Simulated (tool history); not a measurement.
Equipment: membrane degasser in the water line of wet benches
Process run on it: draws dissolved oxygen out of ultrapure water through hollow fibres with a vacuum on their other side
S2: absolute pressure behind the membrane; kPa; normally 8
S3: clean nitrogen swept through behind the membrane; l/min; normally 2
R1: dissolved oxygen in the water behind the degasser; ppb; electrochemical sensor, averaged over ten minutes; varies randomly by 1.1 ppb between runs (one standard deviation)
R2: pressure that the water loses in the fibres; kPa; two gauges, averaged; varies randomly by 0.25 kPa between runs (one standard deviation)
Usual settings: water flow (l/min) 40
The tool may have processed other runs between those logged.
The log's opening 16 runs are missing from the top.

Run 17, hour 821.8: usual settings but water flow (l/min) 30, S2 5.37 kPa. Result: R1 76.2 ppb, R2 51.44 kPa.
At hour 840.2: gauge calibrated.
Run 18, hour 854.3: usual settings but water flow (l/min) 30, S2 5.37 kPa. Result: R1 75.3 ppb, R2 50.54 kPa.
Run 19, hour 914.3: usual settings but water flow (l/min) 33. Result: R1 179.8 ppb, R2 55.81 kPa.
Run 20, hour 969.6: usual settings but water flow (l/min) 33. Result: R1 179.7 ppb, R2 55.56 kPa.
Run 21, hour 1026.3: usual settings but water flow (l/min) 32, S2 13.49 kPa, S3 3.43 l/min. Result: R1 225.7 ppb, R2 53.99 kPa.
Run 22, hour 1094.1: usual settings but water flow (l/min) 50, S3 3.36 l/min. Result: R1 179.2 ppb, R2 84.58 kPa.
Run 23, hour 1162.2: usual settings but water flow (l/min) 50, S3 3.36 l/min. Result: R1 177.3 ppb, R2 85.51 kPa.
Run 24, hour 1202: usual settings but water flow (l/min) 53, S2 9.84 kPa, S3 3.72 l/min. Result: R1 232.4 ppb, R2 90 kPa.
Run 25, hour 1230.5: usual settings but water flow (l/min) 53, S2 9.84 kPa, S3 3.72 l/min. Result: R1 232.6 ppb, R2 90.99 kPa.
Run 26, hour 1265.1: usual settings but water flow (l/min) 34, S2 9.84 kPa, S3 3.72 l/min. Result: R1 146.1 ppb, R2 58.23 kPa.
Run 27, hour 1309.4: usual settings but water flow (l/min) 34, S2 9.84 kPa, S3 3.72 l/min. Result: R1 146.4 ppb, R2 57.64 kPa.
Run 28, hour 1362.2: usual settings but water flow (l/min) 31, S2 10.38 kPa, S3 3.72 l/min. Result: R1 144.1 ppb, R2 53.05 kPa.

Run 29 has not been measured yet. What should we expect?
Run 29, hour 1424.9: usual settings but water flow (l/min) 50, S3 1.78 l/min. Result: R1 ?, R2 ?.

{"run 29": {"R1": 295.5, "R2": 85.94}}
The same run, on a tool lacking any hidden state, would have yielded R1 295.4 ppb, R2 84.33 kPa.

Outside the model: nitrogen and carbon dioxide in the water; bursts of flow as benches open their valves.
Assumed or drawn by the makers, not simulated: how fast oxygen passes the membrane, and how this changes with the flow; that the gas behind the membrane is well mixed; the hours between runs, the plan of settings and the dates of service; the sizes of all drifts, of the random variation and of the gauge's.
